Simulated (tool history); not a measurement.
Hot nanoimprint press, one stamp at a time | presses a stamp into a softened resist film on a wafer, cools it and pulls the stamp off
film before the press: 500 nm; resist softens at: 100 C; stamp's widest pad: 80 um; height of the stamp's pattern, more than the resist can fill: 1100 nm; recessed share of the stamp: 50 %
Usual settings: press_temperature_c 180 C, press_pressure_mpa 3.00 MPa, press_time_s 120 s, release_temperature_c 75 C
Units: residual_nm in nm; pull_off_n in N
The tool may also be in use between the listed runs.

| run | hour | press_temperature_c | press_pressure_mpa | press_time_s | release_temperature_c | residual_nm | pull_off_n |
|---|---|---|---|---|---|---|---|
| 1 | 0.0 | 180 | 3.00 | 120 | 75 | 267.5 | 290 |
|  | 29.2 | stamp cleaned and given a new release coat |
| 2 | 76.7 | 180 | 3.00 | 120 | 75 | 270.5 | 246 |
|  | 154.7 | plate thermocouple calibrated |
| 3 | 166.6 | 180 | 3.00 | 120 | 75 | 264.6 | 256 |
| 4 | 247.6 | 180 | 3.00 | 120 | 75 | 265.0 | 263 |
| 5 | 289.7 | 180 | 3.00 | 120 | 75 | 266.3 | 273 |
| 6 | 338.6 | 180 | 3.00 | 120 | 75 | 267.0 | 266 |
| 7 | 403.2 | 180 | 3.00 | 120 | 75 | 266.2 | 282 |
| 8 | 472.9 | 186 | 3.00 | 120 | 75 | 223.0 | 283 |
| 9 | 572.0 | 183 | 3.00 | 153 | 61 | 227.3 | 346 |
|  | 581.9 | stamp cleaned and given a new release coat |
|  | 629.7 | plate thermocouple calibrated |
| 10 | 674.5 | 180 | 3.66 | 120 | 73 | 244.5 | 239 |
| 11 | 743.5 | 180 | 3.66 | 120 | 73 | 245.5 | 258 |

Run 12 comes next. What will it give?
| 12 | 815.7 | 180 | 4.68 | 120 | 75 | ? | ? |

Run 12 gave residual_nm 223.3 nm, pull_off_n 260 N.
Without the tool's hidden state the same run would have given residual_nm 217.6 nm, pull_off_n 233 N.

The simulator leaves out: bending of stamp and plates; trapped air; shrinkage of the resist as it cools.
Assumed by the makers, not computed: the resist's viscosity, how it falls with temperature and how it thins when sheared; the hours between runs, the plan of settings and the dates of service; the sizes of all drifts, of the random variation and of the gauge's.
